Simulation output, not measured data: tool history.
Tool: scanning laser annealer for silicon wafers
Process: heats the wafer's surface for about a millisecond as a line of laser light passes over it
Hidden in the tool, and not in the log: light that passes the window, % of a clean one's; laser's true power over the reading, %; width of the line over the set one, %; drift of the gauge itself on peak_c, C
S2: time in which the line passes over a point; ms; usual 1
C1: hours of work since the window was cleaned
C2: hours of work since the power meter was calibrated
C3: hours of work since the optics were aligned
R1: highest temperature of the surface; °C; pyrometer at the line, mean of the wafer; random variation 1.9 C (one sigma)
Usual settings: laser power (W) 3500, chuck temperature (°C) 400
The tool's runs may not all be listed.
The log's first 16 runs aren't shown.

run 17 hour=585.4 | laser_power_(W)=3500 S2=0.72 chuck_temperature_(°C)=400 | C1=350 C2=541 C3=854 | R1=971
run 18 hour=625 | laser_power_(W)=2984 S2=1 chuck_temperature_(°C)=400 | C1=368 C2=559 C3=872 | R1=955
run 19 hour=645 | laser_power_(W)=3808 S2=1.08 chuck_temperature_(°C)=400 | C1=377 C2=569 C3=881 | R1=1172
run 20 hour=668.1 | laser_power_(W)=3808 S2=1.08 chuck_temperature_(°C)=400 | C1=388 C2=579 C3=892 | R1=1178
run 21 hour=698.2 | laser_power_(W)=3683 S2=1 chuck_temperature_(°C)=409 | C1=402 C2=593 C3=906 | R1=1124
run 22 hour=741.7 | laser_power_(W)=3256 S2=1 chuck_temperature_(°C)=411 | C1=422 C2=613 C3=926 | R1=1025
run 23 hour=772.6 | laser_power_(W)=3256 S2=1 chuck_temperature_(°C)=411 | C1=436 C2=627 C3=940 | R1=1023
run 24 hour=801.7 | laser_power_(W)=3256 S2=1 chuck_temperature_(°C)=411 | C1=449 C2=641 C3=954 | R1=1025
run 25 hour=833 | laser_power_(W)=3239 S2=1 chuck_temperature_(°C)=403 | C1=464 C2=655 C3=968 | R1=1008
run 26 hour=872.5 | laser_power_(W)=3239 S2=1 chuck_temperature_(°C)=403 | C1=482 C2=673 C3=986 | R1=1007
run 27 hour=914.9 | laser_power_(W)=3239 S2=1 chuck_temperature_(°C)=403 | C1=501 C2=693 C3=1006 | R1=1009
run 28 hour=942.6 | laser_power_(W)=3239 S2=1 chuck_temperature_(°C)=403 | C1=514 C2=705 C3=1018 | R1=1007
run 29 hour=967.5 | laser_power_(W)=3849 S2=1.04 chuck_temperature_(°C)=416 | C1=526 C2=717 C3=1030 | R1=1175
run 30 hour=1003.9 | laser_power_(W)=3067 S2=1 chuck_temperature_(°C)=400 | C1=542 C2=734 C3=1046 | R1=965
run 31 hour=1026.2 | laser_power_(W)=3530 S2=0.81 chuck_temperature_(°C)=400 | C1=553 C2=744 C3=1057 | R1=996

4 ways to go on from here, each from the tool as it stands after run 31. What would each give?
run A hour=1066.1 | laser_power_(W)=3500 S2=1 chuck_temperature_(°C)=413 | C1=571 C2=762 C3=1075 | R1=?
run B hour=1066.1 | laser_power_(W)=3463 S2=0.8 chuck_temperature_(°C)=396 | C1=571 C2=762 C3=1075 | R1=?
run C hour=1066.1 | laser_power_(W)=3620 S2=1 chuck_temperature_(°C)=399 | C1=571 C2=762 C3=1075 | R1=?
run D hour=1066.1 | laser_power_(W)=3688 S2=1.17 chuck_temperature_(°C)=364 | C1=571 C2=762 C3=1075 | R1=?

run=A R1=1070
run=B R1=975
run=C R1=1085
run=D R1=1125
Without the tool's hidden state the same runs would have given:
run=A R1=1116
run=B R1=1015
run=C R1=1133
run=D R1=1177

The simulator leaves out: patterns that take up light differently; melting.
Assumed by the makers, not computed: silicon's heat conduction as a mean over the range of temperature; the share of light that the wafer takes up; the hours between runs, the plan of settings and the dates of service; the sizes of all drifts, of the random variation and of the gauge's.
